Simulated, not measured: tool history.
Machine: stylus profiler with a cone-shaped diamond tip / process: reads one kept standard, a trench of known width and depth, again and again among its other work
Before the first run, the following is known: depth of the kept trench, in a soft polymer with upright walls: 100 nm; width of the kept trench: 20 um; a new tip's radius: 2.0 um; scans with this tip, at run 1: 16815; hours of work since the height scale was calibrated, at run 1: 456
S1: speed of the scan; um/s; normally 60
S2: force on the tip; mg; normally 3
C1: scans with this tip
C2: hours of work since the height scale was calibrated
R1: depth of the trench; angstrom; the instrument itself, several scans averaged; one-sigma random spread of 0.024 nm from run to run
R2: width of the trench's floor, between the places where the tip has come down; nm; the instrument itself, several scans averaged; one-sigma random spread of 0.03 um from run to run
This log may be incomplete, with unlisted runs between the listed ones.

run 1 hour=0 | S1=60 S2=3 | C1=16815 C2=456 | R1=1014.8 R2=17800
run 2 hour=67 | S1=60 S2=3 | C1=17380 C2=507 | R1=1015.2 R2=17780
run 3 hour=103.3 | S1=60 S2=3 | C1=17686 C2=534 | R1=1014.4 R2=17790
run 4 hour=176.6 | S1=60 S2=1.46 | C1=18305 C2=590 | R1=1008.3 R2=17620
run 5 hour=250.8 | S1=60 S2=1.46 | C1=18930 C2=645 | R1=1008 R2=17610
run 6 hour=304.8 | S1=45 S2=3 | C1=19386 C2=686 | R1=1014 R2=17840
run 7 hour=364.8 | S1=60 S2=2.42 | C1=19891 C2=731 | R1=1011.7 R2=17700
run 8 hour=408.5 | S1=40 S2=2.42 | C1=20260 C2=764 | R1=1012.3 R2=17820
run 9 hour=457.4 | S1=40 S2=2.42 | C1=20672 C2=801 | R1=1012.1 R2=17830
run 10 hour=523 | S1=60 S2=2.89 | C1=21225 C2=851 | R1=1013.1 R2=17670
run 11 hour=595.2 | S1=160 S2=3.37 | C1=21834 C2=905 | R1=1015.2 R2=17170
run 12 hour=639.8 | S1=99 S2=1.04 | C1=22210 C2=939 | R1=1005.6 R2=17060
run 13 hour=707.5 | S1=17 S2=1.01 | C1=22781 C2=990 | R1=1004.8 R2=17790
run 14 hour=743.7 | S1=17 S2=1.01 | C1=23086 C2=1017 | R1=1004.6 R2=17810
-- hour=771.9 height scale calibrated on a step standard
run 15 hour=811.5 | S1=148 S2=2.14 | C1=23654 C2=30 | R1=1013.2 R2=16980
run 16 hour=867.1 | S1=60 S2=7.19 | C1=24123 C2=72 | R1=1028.8 R2=17730
run 17 hour=929.3 | S1=35 S2=2.52 | C1=24647 C2=119 | R1=1014.1 R2=17670
run 18 hour=965.2 | S1=40 S2=2.52 | C1=24950 C2=146 | R1=1013.9 R2=17630
run 19 hour=1004.8 | S1=51 S2=7.64 | C1=25284 C2=176 | R1=1030 R2=17750

Branching from run 19: 3 alternative next runs. What would each branch give?
run A hour=1052.1 | S1=159 S2=4.96 | C1=25682 C2=211 | R1=? R2=?
run B hour=1052.1 | S1=75 S2=2.59 | C1=25682 C2=211 | R1=? R2=?
run C hour=1052.1 | S1=41 S2=2.71 | C1=25682 C2=211 | R1=? R2=?

run=A R1=1022.2 R2=17130
run=B R1=1014 R2=17430
run=C R1=1014.5 R2=17640
What these runs would have given with no unlogged condition in the tool:
run=A R1=1022.8 R2=18010
run=B R1=1014.7 R2=18310
run=C R1=1015.2 R2=18530
